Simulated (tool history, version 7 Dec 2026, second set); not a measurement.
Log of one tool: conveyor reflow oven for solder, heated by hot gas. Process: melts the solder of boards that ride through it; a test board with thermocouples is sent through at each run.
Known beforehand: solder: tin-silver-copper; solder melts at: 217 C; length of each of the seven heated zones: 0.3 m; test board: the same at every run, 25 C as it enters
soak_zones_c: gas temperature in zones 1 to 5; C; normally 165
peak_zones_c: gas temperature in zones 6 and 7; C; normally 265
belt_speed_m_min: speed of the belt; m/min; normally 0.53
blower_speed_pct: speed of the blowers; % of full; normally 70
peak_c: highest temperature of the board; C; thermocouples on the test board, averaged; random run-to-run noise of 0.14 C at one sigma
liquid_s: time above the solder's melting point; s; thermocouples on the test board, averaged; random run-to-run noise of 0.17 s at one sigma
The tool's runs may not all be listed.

run   hour  soak_zones_c  peak_zones_c  belt_speed_m_min  blower_speed_pct  peak_c  liquid_s
  1      0           165           265              0.53                70   242.4      38.7
  2   10.6           165           265              0.53                70   242.1      38.4
      17.4  -- flux residue cleaned out of gas plates and filters
  3   23.1           165           265              0.53                70   244.4        41
  4   28.2           165           265              0.53                70   244.3        41
  5   35.6           165           265              0.53                70   244.4      40.9
  6   46.2           165           265              0.53                70   244.3      40.8
  7   54.4           178           265              0.53                70   247.1      47.3
  8   64.7           165           265             0.562                70   241.9      36.3
  9   74.5           165           265             0.587                70     240      32.8
 10   80.7           165           265             0.587                70   240.6      32.5
 11     88           165           265              0.53                67   243.2      39.8
 12   93.8           165           265              0.53                67   243.3      39.6
 13  103.3           165           265              0.53                67   243.4      39.8
 14  111.1           165           264              0.53                70   243.5      40.2
 15  119.7           165           265              0.53                66   242.8      39.5
 16  124.5           165           265              0.53                66     243      39.7
 17    133           173           260             0.567                74   240.7      37.3
 18  141.3           173           260             0.567                74   240.7      37.3
 19  149.4           173           260             0.567                74   240.7      37.1
 20  156.7           153           274             0.479                73   254.6      50.8
 21  165.3           153           274              0.61                73   243.2      31.1
 22  172.9           166           257             0.445                64   241.9      48.3
 23  177.8           166           257             0.445                64     242      48.5
 24  183.7           165           266             0.622                70   238.3      28.6
 25  192.7           179           275             0.436                54   257.2      66.7
 26  201.4           152           255             0.438                53   234.6      34.1
 27  206.9           152           257             0.506                54   230.3        23
 28  212.3           152           257             0.506                54   230.3      23.4
 29  222.7           159           265              0.53                62   239.8      34.5
 30  229.8           159           265              0.53                62   239.9      34.7
 31  236.6           174           261             0.515                71   244.2      45.6
 32  244.8           172           277             0.552                60   250.1      44.3

Below, some changes in peak_c between adjacent runs. For each, the amount present without the hidden state too (settings, incoming material, random variation) and the amount remaining for the hidden state with gauge scatter not shared by both compared results:
The hidden state here: heat that the gas passes to the board, % of a clean oven's; belt's true speed, % of the reading; true gas temperature in zones 6 and 7 over the reading, C; drift of the gauge itself on peak_c, C; drift of the gauge itself on liquid_s, %.
Run 2 -> 3: flux residue cleaned out of gas plates and filters. peak_c +2.3 C: hidden state +2.1, all else +0.2.
Run 19 -> 20: soak_zones_c 173 -> 153, peak_zones_c 260 -> 274, belt_speed_m_min 0.567 -> 0.479, blower_speed_pct 74 -> 73. peak_c +13.9 C: hidden state +0.1, all else +13.8.
Run 21 -> 22: soak_zones_c 153 -> 166, peak_zones_c 274 -> 257, belt_speed_m_min 0.61 -> 0.445, blower_speed_pct 73 -> 64. peak_c -1.3 C: hidden state +0.4, all else -1.7.
Run 24 -> 25: soak_zones_c 165 -> 179, peak_zones_c 266 -> 275, belt_speed_m_min 0.622 -> 0.436, blower_speed_pct 70 -> 54. peak_c +18.9 C: hidden state +0.4, all else +18.5.
Run 25 -> 26: soak_zones_c 179 -> 152, peak_zones_c 275 -> 255, belt_speed_m_min 0.436 -> 0.438, blower_speed_pct 54 -> 53. peak_c -22.6 C: hidden state -0.1, all else -22.5.
